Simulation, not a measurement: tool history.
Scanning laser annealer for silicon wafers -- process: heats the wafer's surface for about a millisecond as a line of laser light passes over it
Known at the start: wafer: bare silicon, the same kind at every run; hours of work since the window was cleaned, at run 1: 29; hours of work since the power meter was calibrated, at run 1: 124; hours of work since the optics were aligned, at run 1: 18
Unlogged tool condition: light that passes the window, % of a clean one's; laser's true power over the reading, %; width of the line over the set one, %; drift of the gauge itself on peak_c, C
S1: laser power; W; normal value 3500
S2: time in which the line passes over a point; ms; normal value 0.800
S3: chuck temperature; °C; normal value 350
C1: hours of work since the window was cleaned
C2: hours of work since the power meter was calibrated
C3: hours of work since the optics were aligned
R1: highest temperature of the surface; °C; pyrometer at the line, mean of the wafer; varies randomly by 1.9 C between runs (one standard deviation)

run   hour    S1     S2   S3   C1   C2   C3    R1
  1    0.0  3500  0.800  350   29  124   18  1153
  2    5.6  3500  0.800  344   32  127   21  1146
  3   10.6  3500  0.800  344   35  129   24  1146
  4   14.7  3500  0.800  344   37  132   26  1148
  5   23.1  3418  0.800  350   42  136   31  1129
  6   27.8  3500  0.800  350   44  139   34  1150
  7   31.9  3500  0.800  350   47  141   36  1149
  8   40.9  3500  0.800  350   52  146   41  1151
  9   49.3  3500  0.814  350   56  150   45  1156
 10   54.1  3345  0.800  350   59  153   48  1108
 11   59.7  3345  0.800  350   62  156   51  1106
 12   68.0  3500  0.800  364   66  161   56  1163
 13   73.8  3500  0.800  350   70  164   59  1153
 14   83.9  3500  0.800  350   75  169   64  1150
 15   88.5  3500  0.800  350   78  172   67  1150
 16   96.4  3500  0.800  350   82  176   71  1153
 17  105.8  3500  0.800  350   87  181   76  1149
 18  111.9  3500  0.820  350   90  185   79  1163
 19  117.5  3500  0.891  350   93  188   83  1201
 20  124.5  3500  0.891  350   97  191   86  1202
 21  134.2  3500  0.891  350  103  197   92  1202
 22  142.3  3606  0.582  326  107  201   96  1019
 23  152.0  3606  0.582  326  112  206  101  1019
 24  158.6  3606  0.990  381  116  210  105  1320
 25  164.4  3340  0.912  381  119  213  108  1196
 26  172.3  3340  0.912  381  123  218  112  1197

Run 27, settings as shown, results not yet in. Your forecast:
 27  182.1  3500  0.921  350  129  223  118   ?

{"run 27": {"R1": 1219}}
With no hidden state in the tool, this same run would have given R1 1219 °C.
